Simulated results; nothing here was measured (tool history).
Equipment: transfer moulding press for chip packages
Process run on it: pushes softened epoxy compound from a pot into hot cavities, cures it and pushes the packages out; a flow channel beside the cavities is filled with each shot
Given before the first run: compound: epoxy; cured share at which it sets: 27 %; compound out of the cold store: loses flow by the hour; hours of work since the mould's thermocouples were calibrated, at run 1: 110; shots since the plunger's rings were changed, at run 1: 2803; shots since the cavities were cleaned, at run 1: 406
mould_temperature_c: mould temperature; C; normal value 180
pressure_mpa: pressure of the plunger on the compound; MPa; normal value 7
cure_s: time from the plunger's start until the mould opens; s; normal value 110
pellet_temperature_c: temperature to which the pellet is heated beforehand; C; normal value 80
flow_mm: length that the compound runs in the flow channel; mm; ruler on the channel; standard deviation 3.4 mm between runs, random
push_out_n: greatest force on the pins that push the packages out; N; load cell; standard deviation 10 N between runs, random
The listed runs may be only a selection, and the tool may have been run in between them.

run,hour,mould_temperature_c,pressure_mpa,cure_s,pellet_temperature_c,hours of work since the mould's thermocouples were calibrated,shots since the plunger's rings were changed,shots since the cavities were cleaned,incoming compound's hours out of the cold store,flow_mm,push_out_n
1,0,180,7,110,80,110,2803,406,27.9,796,437
2,76.6,180,5.37,110,80,146,3444,1047,36.8,659,446
# hour 82.8: plunger's sealing rings changed
# hour 99.1: cavities cleaned with cleaning compound and waxed
3,162.7,180,5.37,110,80,186,656,532,25.7,709,461
# hour 244.4: cavities cleaned with cleaning compound and waxed
4,244.4,180,5.37,118,80,225,1327,0,41.8,640,407
5,313,180,7,110,80,258,1901,574,15.5,859,480
# hour 391: cavities cleaned with cleaning compound and waxed
6,394.9,180,7,110,80,296,2573,32,31.4,778,439
7,431.5,180,7,110,84,314,2879,338,18.8,844,466
8,467.3,180,5.77,146,80,331,3179,638,40.1,667,394
# hour 504.3: plunger's sealing rings changed
9,529.2,178,5.41,91,77,360,208,1134,28.1,709,685
# hour 545: cavities cleaned with cleaning compound and waxed
10,592.9,178,5.41,91,77,390,728,400,15.2,765,732
11,639.4,180,7,106,80,412,1117,789,16.5,854,474
# hour 696.1: cavities cleaned with cleaning compound and waxed
12,723.6,180,7,106,83,452,1809,230,39.9,740,441
13,768.9,180,7,106,83,474,2188,609,9.1,901,492

Forecast each of these 5 alternatives for the next run:
# hour 841.1: cavities cleaned with cleaning compound and waxed
A,841.1,182,7,102,83,508,2780,0,13.7,?,?
# hour 841.1: cavities cleaned with cleaning compound and waxed
B,841.1,181,6.55,106,83,508,2780,0,45.3,?,?
# hour 841.1: cavities cleaned with cleaning compound and waxed
C,841.1,186,6.16,110,83,508,2780,0,41.5,?,?
# hour 841.1: cavities cleaned with cleaning compound and waxed
D,841.1,180,7,104,83,508,2780,0,22,?,?
# hour 841.1: cavities cleaned with cleaning compound and waxed
E,841.1,180,7,98,89,508,2780,0,34.1,?,?

run,flow_mm,push_out_n
A,859,464
B,690,443
C,671,391
D,824,484
E,766,492
Stripped of hidden state, with their random variation kept, the same runs would have yielded:
run,flow_mm,push_out_n
A,859,464
B,691,443
C,671,391
D,824,484
E,766,492

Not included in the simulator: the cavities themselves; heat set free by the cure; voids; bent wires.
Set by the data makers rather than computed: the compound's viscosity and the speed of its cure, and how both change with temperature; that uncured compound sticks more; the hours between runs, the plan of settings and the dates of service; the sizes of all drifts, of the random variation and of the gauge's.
